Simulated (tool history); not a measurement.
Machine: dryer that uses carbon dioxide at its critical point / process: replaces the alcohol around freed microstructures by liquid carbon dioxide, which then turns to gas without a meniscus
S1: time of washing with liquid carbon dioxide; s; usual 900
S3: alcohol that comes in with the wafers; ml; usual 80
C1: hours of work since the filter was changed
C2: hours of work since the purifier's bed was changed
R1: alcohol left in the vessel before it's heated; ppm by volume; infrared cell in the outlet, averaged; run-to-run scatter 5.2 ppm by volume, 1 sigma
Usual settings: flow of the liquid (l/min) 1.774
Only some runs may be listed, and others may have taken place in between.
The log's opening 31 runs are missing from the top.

{"run": 32, "day": 15.888, "S1": 600, "flow of the liquid (l/min)": 1.75, "S3": 75, "C1": 223, "C2": 36, "R1": 666}
{"run": 33, "day": 16.604, "S1": 1020, "flow of the liquid (l/min)": 1.75, "S3": 81, "C1": 233, "C2": 46, "R1": 96}
{"run": 34, "day": 16.908, "S1": 1380, "flow of the liquid (l/min)": 1.35, "S3": 91, "C1": 237, "C2": 50, "R1": 78}
{"run": 35, "day": 17.408, "S1": 1380, "flow of the liquid (l/min)": 2.14, "S3": 28, "C1": 244, "C2": 57, "R1": 27}
{"run": 36, "day": 17.742, "S1": 1260, "flow of the liquid (l/min)": 1.774, "S3": 41, "C1": 249, "C2": 62, "R1": 29}
{"run": 37, "day": 18.396, "S1": 960, "flow of the liquid (l/min)": 2.65, "S3": 53, "C1": 258, "C2": 71, "R1": 38}
{"run": 38, "day": 18.971, "S1": 960, "flow of the liquid (l/min)": 2.65, "S3": 53, "C1": 266, "C2": 79, "R1": 39}
{"run": 39, "day": 19.517, "S1": 1320, "flow of the liquid (l/min)": 1.45, "S3": 32, "C1": 274, "C2": 87, "R1": 56}
{"run": 40, "day": 19.938, "S1": 1200, "flow of the liquid (l/min)": 1.55, "S3": 44, "C1": 280, "C2": 93, "R1": 81}
{"run": 41, "day": 20.542, "S1": 1200, "flow of the liquid (l/min)": 1.55, "S3": 95, "C1": 288, "C2": 102, "R1": 118}
{"run": 42, "day": 20.962, "S1": 1200, "flow of the liquid (l/min)": 1.55, "S3": 95, "C1": 294, "C2": 108, "R1": 117}
{"run": 43, "day": 21.646, "S1": 780, "flow of the liquid (l/min)": 2.11, "S3": 29, "C1": 304, "C2": 117, "R1": 95}
{"run": 44, "day": 21.967, "S1": 660, "flow of the liquid (l/min)": 1.1, "S3": 95, "C1": 309, "C2": 122, "R1": 2385}
{"run": 45, "day": 22.367, "S1": 1380, "flow of the liquid (l/min)": 1.26, "S3": 80, "C1": 314, "C2": 127, "R1": 134}
{"run": 46, "day": 22.971, "S1": 720, "flow of the liquid (l/min)": 1.27, "S3": 45, "C1": 323, "C2": 136, "R1": 688}

Consider 5 possible next runs. They are alternatives, not a sequence: every one starts from the tool as it was left by run 46. What does each give?
{"run": "A", "day": 23.55, "S1": 1080, "flow of the liquid (l/min)": 1.57, "S3": 88, "C1": 331, "C2": 144, "R1": "?"}
{"run": "B", "day": 23.55, "S1": 900, "flow of the liquid (l/min)": 1.73, "S3": 80, "C1": 331, "C2": 144, "R1": "?"}
{"run": "C", "day": 23.55, "S1": 720, "flow of the liquid (l/min)": 1.52, "S3": 30, "C1": 331, "C2": 144, "R1": "?"}
{"run": "D", "day": 23.55, "S1": 1080, "flow of the liquid (l/min)": 1.774, "S3": 22, "C1": 331, "C2": 144, "R1": "?"}
{"run": "E", "day": 23.55, "S1": 900, "flow of the liquid (l/min)": 1.19, "S3": 80, "C1": 331, "C2": 144, "R1": "?"}

run=A R1=179
run=B R1=222
run=C R1=319
run=D R1=68
run=E R1=781
With the hidden condition removed and each run's random variation left untouched, the same runs would have given:
run=A R1=68
run=B R1=91
run=C R1=172
run=D R1=8
run=E R1=465

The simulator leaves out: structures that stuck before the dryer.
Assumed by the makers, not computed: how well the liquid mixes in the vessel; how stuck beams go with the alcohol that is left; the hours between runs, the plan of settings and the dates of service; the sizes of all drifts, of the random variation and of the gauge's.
